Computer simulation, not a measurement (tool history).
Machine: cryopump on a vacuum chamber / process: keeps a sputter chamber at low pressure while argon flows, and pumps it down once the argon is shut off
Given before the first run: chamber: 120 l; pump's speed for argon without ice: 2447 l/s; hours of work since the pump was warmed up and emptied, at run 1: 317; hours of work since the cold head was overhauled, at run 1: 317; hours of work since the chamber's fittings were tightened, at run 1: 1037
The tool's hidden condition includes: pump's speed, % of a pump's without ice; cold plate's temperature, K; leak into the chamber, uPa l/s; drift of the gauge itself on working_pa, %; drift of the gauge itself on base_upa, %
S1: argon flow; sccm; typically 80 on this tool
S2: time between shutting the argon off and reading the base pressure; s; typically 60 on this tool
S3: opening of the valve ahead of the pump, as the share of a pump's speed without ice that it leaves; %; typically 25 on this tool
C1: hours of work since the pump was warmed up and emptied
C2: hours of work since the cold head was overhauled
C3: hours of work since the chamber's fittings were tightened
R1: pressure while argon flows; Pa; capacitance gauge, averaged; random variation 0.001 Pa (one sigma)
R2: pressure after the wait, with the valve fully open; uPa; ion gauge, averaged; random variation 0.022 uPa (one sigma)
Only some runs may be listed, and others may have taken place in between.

run     day   S1   S2  S3   C1   C2    C3      R1    R2
  1   0.000   80   60  25  317  317  1037  0.2340  1.02
  2   1.108   80  152  25  328  328  1048  0.2341  0.75
  3   2.617   80  152  25  344  344  1064  0.2325  0.76
  4   3.496   80  152  25  353  353  1072  0.2348  0.78
  5   4.212   80  142  25  360  360  1080  0.2364  0.74
  6   5.225   80  172  25  370  370  1090  0.2357  0.75
  7   5.929   80  172  25  377  377  1097  0.2357  0.71
  8   6.767   80  172  25  385  385  1105  0.2355  0.76
      8.021  -- pump warmed up, emptied and cooled again
  9   8.446   80  172  25    4  400  1120  0.2237  0.62
 10   9.512   80   60  25   15  411  1131  0.2230  0.99
 11  10.771   80   60  25   28  424  1144  0.2220  0.95
 12  11.550   80  281  25   36  432  1152  0.2234  0.63
 13  12.796   80   60  25   48  444  1164  0.2247  1.03
 14  14.412   80   60  25   64  461  1180  0.2226  1.00
 15  15.950   80   60  25   80  476  1196  0.2240  1.01
 16  17.533   80   60  25   96  492  1212  0.2246  1.00
 17  18.854   80   60  18  109  505  1225  0.3117  1.03
 18  19.717   38   60  25  118  514  1234  0.1065  1.00
 19  20.529  113   22  50  126  522  1242  0.1641  1.86
 20  21.875   83   22  31  140  536  1256  0.1906  1.91
 21  23.125   80   31  25  152  548  1268  0.2260  1.46
 22  24.171   38   31  16  163  559  1279  0.1668  1.56
 23  25.642   38   31  16  178  574  1294  0.1670  1.55
 24  27.079   38   31  16  192  588  1308  0.1682  1.58
 25  28.162   38   31  16  203  599  1319  0.1675  1.57
 26  29.225   59  238  25  214  610  1330  0.1690  0.69
 27  30.600   51   93  38  228  624  1344  0.0999  0.93
 28  31.471   51   93  38  236  633  1352  0.0989  0.96
 29  32.425  159   21  25  246  642  1362  0.4611  1.97
 30  33.333   80   60  19  255  651  1371  0.3036  1.11
 31  34.500   80   60  19  267  663  1383  0.3015  1.13
 32  35.704   80   53  34  279  675  1395  0.1741  1.20
 33  37.279   80  171  25  295  691  1411  0.2339  0.87

Alternative continuations, all from the tool just after run 33; predict every row:
  A  38.896  80  103  25  311  707  1427   ?   ?
  B  38.896  80   60  48  311  707  1427   ?   ?
  C  38.896  78   83  20  311  707  1427   ?   ?
  D  38.896  41   33  42  311  707  1427   ?   ?

run      R1    R2
  A  0.2337  0.97
  B  0.1270  1.16
  C  0.2812  1.02
  D  0.0737  1.60
What these runs would have given with no unlogged condition in the tool:
run      R1    R2
  A  0.2213  0.40
  B  0.1146  0.59
  C  0.2691  0.46
  D  0.0673  1.03
